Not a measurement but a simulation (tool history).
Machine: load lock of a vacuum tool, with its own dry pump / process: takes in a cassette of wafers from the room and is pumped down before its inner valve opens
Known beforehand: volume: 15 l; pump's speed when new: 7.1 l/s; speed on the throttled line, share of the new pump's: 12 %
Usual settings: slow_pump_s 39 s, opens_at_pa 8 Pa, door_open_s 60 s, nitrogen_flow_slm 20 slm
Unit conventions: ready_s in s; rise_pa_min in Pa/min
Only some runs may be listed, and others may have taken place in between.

run	hour	slow_pump_s	opens_at_pa	door_open_s	nitrogen_flow_slm	incoming humidity of the room's air, %	ready_s	rise_pa_min
1	0.0	39	8	60	20	42.3	57.9	0.195
2	333.4	39	8	60	20	44.8	58.7	0.230
3	925.1	39	8	60	20	45.8	58.8	0.290
4	1250.7	39	8	60	20	44.9	58.1	0.337
5	1681.8	39	8	60	20	46.0	59.2	0.397
6	2112.8	39	8	60	20	49.4	54.6	0.454
7	2592.6	39	8	60	20	44.2	54.3	0.534
8	2914.7	39	8	60	20	42.3	55.4	0.575
9	3565.9	39	7	60	20	44.3	55.1	0.037
10	4095.6	39	7	60	20	43.4	55.2	0.056
11	4492.7	60	7	60	20	49.0	73.3	0.087
12	5064.6	60	7	60	20	43.9	74.3	0.122
13	5514.9	60	7	60	20	42.7	73.6	0.150
14	6079.2	39	8	27	20	46.3	55.4	0.195
15	6684.9	39	8	27	20	42.1	54.8	0.253
16	7321.3	39	8	27	20	45.6	54.9	0.324
17	7704.4	39	8	27	25	46.1	55.2	0.370
18	8048.9	39	8	60	20	44.2	55.0	0.436
19	8621.1	39	8	60	20	46.3	55.2	0.503
20	9162.0	39	8	60	20	42.6	55.1	0.587
21	9500.1	43	8	60	5	46.9	59.1	0.050
22	10142.2	59	6	60	20	46.8	73.5	0.065
23	10647.8	59	6	60	20	44.4	74.8	0.083
24	11300.5	39	8	60	14	47.4	56.5	0.141
25	11855.9	73	8	118	20	44.1	86.0	0.181
26	12505.9	73	8	118	20	43.9	86.3	0.240
27	12976.8	39	8	86	20	44.1	56.6	0.286
28	13337.8	39	8	86	20	46.2	57.4	0.335
29	13968.9	39	8	86	20	43.3	56.9	0.424
30	14475.0	39	8	26	20	44.5	57.0	0.490
31	14963.1	31	13	220	23	41.0	48.8	0.586
32	15427.5	38	14	60	4	44.6	54.1	0.054
33	15777.2	38	14	60	4	42.0	54.4	0.061
34	16354.5	38	14	60	4	44.4	54.8	0.093
35	16776.0	38	14	60	4	47.8	53.6	0.124
36	17051.8	68	14	60	4	43.4	82.1	0.130
37	17348.4	68	13	87	16	46.2	80.6	0.154

The log once held 4 entries between its listed runs, left out of this copy. Where does each go, and what is different about the tool's unlogged condition between the listed run before it and the listed run after it?
Run 5 -> run 6: dry pump taken out, an overhauled one fitted (hour 2015.6)
  pump's speed, % of a new pump's: 80.1 -> 100; leak at the door's seal, Pa l/s: 0.0918 -> 0.1075
  the result without the hidden state subtracted from the measured one, ready_s: +4.0 -> +0.0 s; rise_pa_min: +0.360 -> +0.416 Pa/min
Run 8 -> run 9: door's seal changed, seat wiped (hour 3385.1)
  pump's speed, % of a new pump's: 99.3 -> 98.6; leak at the door's seal, Pa l/s: 0.1367 -> 0.0036
  the result without the hidden state subtracted from the measured one, ready_s: +0.2 -> +0.3 s; rise_pa_min: +0.540 -> +0.007 Pa/min
Run 20 -> run 21: door's seal changed, seat wiped (hour 9364.5)
  pump's speed, % of a new pump's: 93 -> 92.7; leak at the door's seal, Pa l/s: 0.1422 -> 0.0032
  the result without the hidden state subtracted from the measured one, ready_s: +1.1 -> +1.1 s; rise_pa_min: +0.555 -> +0.005 Pa/min
Run 31 -> run 32: door's seal changed, seat wiped (hour 15311.5)
  pump's speed, % of a new pump's: 87.2 -> 86.7; leak at the door's seal, Pa l/s: 0.1369 -> 0.0033
  the result without the hidden state subtracted from the measured one, ready_s: +2.3 -> +2.2 s; rise_pa_min: +0.542 -> +0.005 Pa/min
